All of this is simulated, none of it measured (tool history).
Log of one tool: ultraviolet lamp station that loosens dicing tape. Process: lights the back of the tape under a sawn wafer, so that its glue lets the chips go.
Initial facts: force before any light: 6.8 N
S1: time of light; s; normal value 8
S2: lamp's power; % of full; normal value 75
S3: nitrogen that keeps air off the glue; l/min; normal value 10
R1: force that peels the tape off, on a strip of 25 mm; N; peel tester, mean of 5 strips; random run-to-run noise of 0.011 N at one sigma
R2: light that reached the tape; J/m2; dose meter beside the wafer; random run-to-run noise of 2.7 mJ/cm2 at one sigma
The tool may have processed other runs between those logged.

run	hour	S1	S2	S3	R1	R2
1	0	8	75	10	0.657	3040
2	6.1	8	75	10	0.67	3040
3	12	8	75	10	0.677	3030
4	18.5	8	75	10	0.645	3010
5	27.7	8	78	10	0.619	3140
6	39.4	8	78	10	0.639	3130
7	45.6	8	78	10	0.655	3110
8	56.2	8	78	10	0.655	3090
9	67.1	8	75	10	0.702	2980
10	73.2	8	75	10	0.672	2990
11	87.5	8	75	10	0.703	2970
12	101	8	66	10	0.91	2600
13	109.7	8	66	10	0.894	2620
14	119.1	8	75	10	0.705	2930
15	129.6	8	75	10	0.703	2910
16	139.2	8	75	10	0.747	2900
17	147.6	8	75	14	0.587	2900
18	160.2	8	75	7	0.916	2910
19	170.5	8	75	7	0.918	2880
20	178.7	8	75	10	0.751	2880
21	188.7	8	67	10	0.9	2550
22	197.8	8	67	10	0.908	2570
23	211.5	13	75	10	0.301	4610
24	223.4	13	75	10	0.321	4600
# hour 233.7: window cleaned of glue's vapour
25	234.1	13	75	10	0.271	5420
26	241.4	13	75	19	0.224	5400
27	255.5	4	81	10	1.567	1760
28	269.8	7	65	10	0.913	2480
29	280.2	14	79	5	0.318	6110
30	294.5	9	100	6	0.399	5000
31	306.4	9	100	6	0.397	4930
32	319.9	10	78	12	0.311	4310
33	333.4	10	78	12	0.315	4210
34	344.2	10	78	12	0.318	4250
35	355.8	9	75	8	0.555	3660
36	368.9	5	66	4	2.427	1730
37	378.8	5	66	4	2.536	1780
38	389.6	12	75	5	0.478	4790
39	399.9	12	75	5	0.492	4740
40	406.6	6	75	5	1.587	2410
41	414	14	81	3	0.493	6010
42	426.7	14	81	3	0.475	6000
43	436.6	10	61	8	0.678	3220
44	449.2	9	84	10	0.42	3980
45	463.8	7	66	16	0.753	2420

Below are 3 alternative next runs, each starting from the tool's condition after run 45. Predict each:
A	471	7	67	10	?	?
B	471	16	97	3	?	?
C	471	5	66	12	?	?

run	R1	R2
A	0.984	2500
B	0.291	8020
C	1.507	1660
Without the tool's unlogged condition, the same runs would have read:
run	R1	R2
A	0.799	2810
B	0.255	9030
C	1.265	1880

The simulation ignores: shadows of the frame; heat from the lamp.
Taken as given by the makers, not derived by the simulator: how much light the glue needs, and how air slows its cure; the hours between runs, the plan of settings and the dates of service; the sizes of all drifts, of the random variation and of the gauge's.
